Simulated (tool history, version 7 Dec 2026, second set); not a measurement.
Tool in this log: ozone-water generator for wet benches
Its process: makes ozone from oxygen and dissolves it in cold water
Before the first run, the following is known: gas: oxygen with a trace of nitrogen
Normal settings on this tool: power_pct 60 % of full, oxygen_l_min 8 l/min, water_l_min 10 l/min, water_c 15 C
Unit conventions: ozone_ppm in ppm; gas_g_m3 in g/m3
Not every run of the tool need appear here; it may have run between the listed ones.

run,hour,power_pct,oxygen_l_min,water_l_min,water_c,ozone_ppm,gas_g_m3
1,0,60,8,10,15,40.8,224.1
2,27.6,60,8,10,15,40.5,222
3,48.6,60,8,10,15,41,222.5
4,85.6,60,8,10,15,40.6,223
5,117.7,60,8,6,15,51.6,220.9
6,141.7,60,8,6,15,51.8,222.6
7,178.1,49,8,10,15,36.5,195.3
8,209.6,49,8,10,15,35.7,196.2
# hour 229.2: water thermometer calibrated
9,242,49,8,10,15,36.7,195.6
10,267.7,60,8,10,22,34.8,221.1
11,296.5,76,8,10,8,55.1,255.2
12,332.3,60,13.34,10,15,36.2,172.4
13,363.1,60,8.48,10,15,40.5,215.8
14,386.7,60,8.48,10,14,40.9,213.1
15,412.3,42,12.68,7,10,38.9,141.2
16,449.8,42,12.68,7,10,39,141.1
17,487,60,7.75,13,16,34.1,222
18,504.5,52,8,10,21,32.7,199.4
19,541.8,52,8,8,17,40,201.5
20,564.1,99,8,9,15,58.2,295.3

4 ways to go on from here, each from the tool as it stands after run 20. What would each give?
A,601.8,66,11.84,9,19,?,?
B,601.8,99,8,8,14,?,?
C,601.8,53,7.02,9,15,?,?
D,601.8,45,13.18,10,15,?,?

run,ozone_ppm,gas_g_m3
A,37.5,188.8
B,63,292.9
C,40.7,217.3
D,30.9,143.2
What these runs would have given with no unlogged condition in the tool:
run,ozone_ppm,gas_g_m3
A,37.5,193.3
B,63.1,300
C,40.8,222.5
D,31,146.7

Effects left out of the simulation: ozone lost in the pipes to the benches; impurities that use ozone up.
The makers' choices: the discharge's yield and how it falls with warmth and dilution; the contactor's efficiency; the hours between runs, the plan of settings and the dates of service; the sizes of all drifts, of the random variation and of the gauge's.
